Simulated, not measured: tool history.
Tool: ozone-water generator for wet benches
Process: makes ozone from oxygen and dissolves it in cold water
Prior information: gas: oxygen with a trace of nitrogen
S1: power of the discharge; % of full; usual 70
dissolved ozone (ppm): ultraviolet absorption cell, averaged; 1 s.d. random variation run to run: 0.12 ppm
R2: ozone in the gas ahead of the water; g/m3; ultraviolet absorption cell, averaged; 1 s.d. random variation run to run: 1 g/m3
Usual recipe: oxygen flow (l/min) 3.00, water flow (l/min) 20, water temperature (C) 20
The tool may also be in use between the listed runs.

Run 1, hour 0.0: usual settings. Result: dissolved ozone (ppm) 11.2, R2 178.2 g/m3.
Run 2, hour 49.3: usual settings. Result: dissolved ozone (ppm) 11.0, R2 178.8 g/m3.
Run 3, hour 91.9: usual settings. Result: dissolved ozone (ppm) 11.0, R2 179.5 g/m3.
Run 4, hour 161.1: usual settings but oxygen flow (l/min) 4.14. Result: dissolved ozone (ppm) 10.5, R2 141.6 g/m3.
Run 5, hour 227.5: usual settings but water flow (l/min) 24. Result: dissolved ozone (ppm) 9.3, R2 178.3 g/m3.
Run 6, hour 284.1: usual settings but water flow (l/min) 24. Result: dissolved ozone (ppm) 9.3, R2 176.5 g/m3.
Run 7, hour 353.3: usual settings but water flow (l/min) 24. Result: dissolved ozone (ppm) 9.3, R2 178.0 g/m3.
Run 8, hour 414.3: usual settings but water flow (l/min) 24. Result: dissolved ozone (ppm) 9.3, R2 177.4 g/m3.
At hour 454.1: contactor cleaned.
Run 9, hour 457.3: usual settings but water flow (l/min) 22. Result: dissolved ozone (ppm) 10.1, R2 177.9 g/m3.
Run 10, hour 529.5: usual settings but water temperature (C) 14. Result: dissolved ozone (ppm) 11.3, R2 179.3 g/m3.
Run 11, hour 598.3: usual settings. Result: dissolved ozone (ppm) 10.7, R2 176.8 g/m3.
Run 12, hour 646.5: usual settings but water temperature (C) 16. Result: dissolved ozone (ppm) 11.3, R2 177.2 g/m3.
Run 13, hour 705.7: usual settings. Result: dissolved ozone (ppm) 10.7, R2 175.5 g/m3.
Run 14, hour 765.7: usual settings. Result: dissolved ozone (ppm) 11.0, R2 175.5 g/m3.
Run 15, hour 822.6: usual settings but water flow (l/min) 15, water temperature (C) 28. Result: dissolved ozone (ppm) 12.4, R2 177.6 g/m3.
At hour 845.4: contactor cleaned, once more.
Run 16, hour 884.5: usual settings but water flow (l/min) 15, water temperature (C) 28. Result: dissolved ozone (ppm) 12.8, R2 176.8 g/m3.
Run 17, hour 948.1: usual settings but water flow (l/min) 15, water temperature (C) 28. Result: dissolved ozone (ppm) 12.9, R2 175.3 g/m3.
Run 18, hour 1010.6: usual settings but water flow (l/min) 15, water temperature (C) 28. Result: dissolved ozone (ppm) 12.5, R2 175.1 g/m3.
Run 19, hour 1087.5: usual settings but S1 57 % of full. Result: dissolved ozone (ppm) 9.4, R2 144.6 g/m3.
Run 20, hour 1145.8: usual settings but S1 57 % of full, oxygen flow (l/min) 3.33, water flow (l/min) 16, water temperature (C) 21. Result: dissolved ozone (ppm) 10.9, R2 133.6 g/m3.
Run 21, hour 1202.9: usual settings but oxygen flow (l/min) 3.82, water temperature (C) 14. Result: dissolved ozone (ppm) 12.0, R2 147.9 g/m3.
Run 22, hour 1261.3: usual settings but oxygen flow (l/min) 3.82, water temperature (C) 14. Result: dissolved ozone (ppm) 11.8, R2 148.0 g/m3.
Run 23, hour 1304.6: usual settings but oxygen flow (l/min) 4.19, water temperature (C) 21. Result: dissolved ozone (ppm) 10.9, R2 138.0 g/m3.
Run 24, hour 1377.5: usual settings but oxygen flow (l/min) 4.19, water temperature (C) 21. Result: dissolved ozone (ppm) 10.9, R2 138.4 g/m3.
Run 25, hour 1425.9: usual settings but oxygen flow (l/min) 4.19, water temperature (C) 21. Result: dissolved ozone (ppm) 10.8, R2 136.9 g/m3.
Run 26, hour 1508.8: usual settings but S1 57 % of full, oxygen flow (l/min) 1.69, water flow (l/min) 23, water temperature (C) 21. Result: dissolved ozone (ppm) 7.5, R2 215.1 g/m3.
Run 27, hour 1587.9: usual settings but S1 57 % of full, oxygen flow (l/min) 1.69, water flow (l/min) 23, water temperature (C) 21. Result: dissolved ozone (ppm) 7.9, R2 214.7 g/m3.

Below, each run's measurement less what the same run would have read without the hidden state. Both values contain the same run-to-run variation, but the gauge's scatter may not be the same in both:
Hidden state present: yield of the discharge, % of new electrodes'; contactor's efficiency, % of a clean one's; true water temperature over the reading, C; drift of the gauge itself on ozone_ppm, %; drift of the gauge itself on gas_g_m3, %.
run  dissolved ozone (ppm)    R2
  1                   -0.6  -1.4
  2                   -0.6  -1.5
  3                   -0.6  -1.7
  4                   -0.6  -1.5
  5                   -0.5  -2.2
  6                   -0.6  -2.3
  7                   -0.6  -2.6
  8                   -0.6  -2.8
  9                   -0.7  -3.0
 10                   -0.8  -3.2
 11                   -0.9  -3.4
 12                   -0.9  -3.6
 13                   -0.9  -3.7
 14                   -0.9  -4.0
 15                   -1.0  -4.2
 16                   -0.4  -4.4
 17                   -0.4  -4.6
 18                   -0.4  -4.9
 19                   -0.2  -3.4
 20                   -0.3  -3.3
 21                   -0.5  -4.7
 22                   -0.5  -4.9
 23                   -0.4  -4.7
 24                   -0.5  -4.9
 25                   -0.5  -5.0
 26                   -0.3  -6.6
 27                   -0.4  -6.9
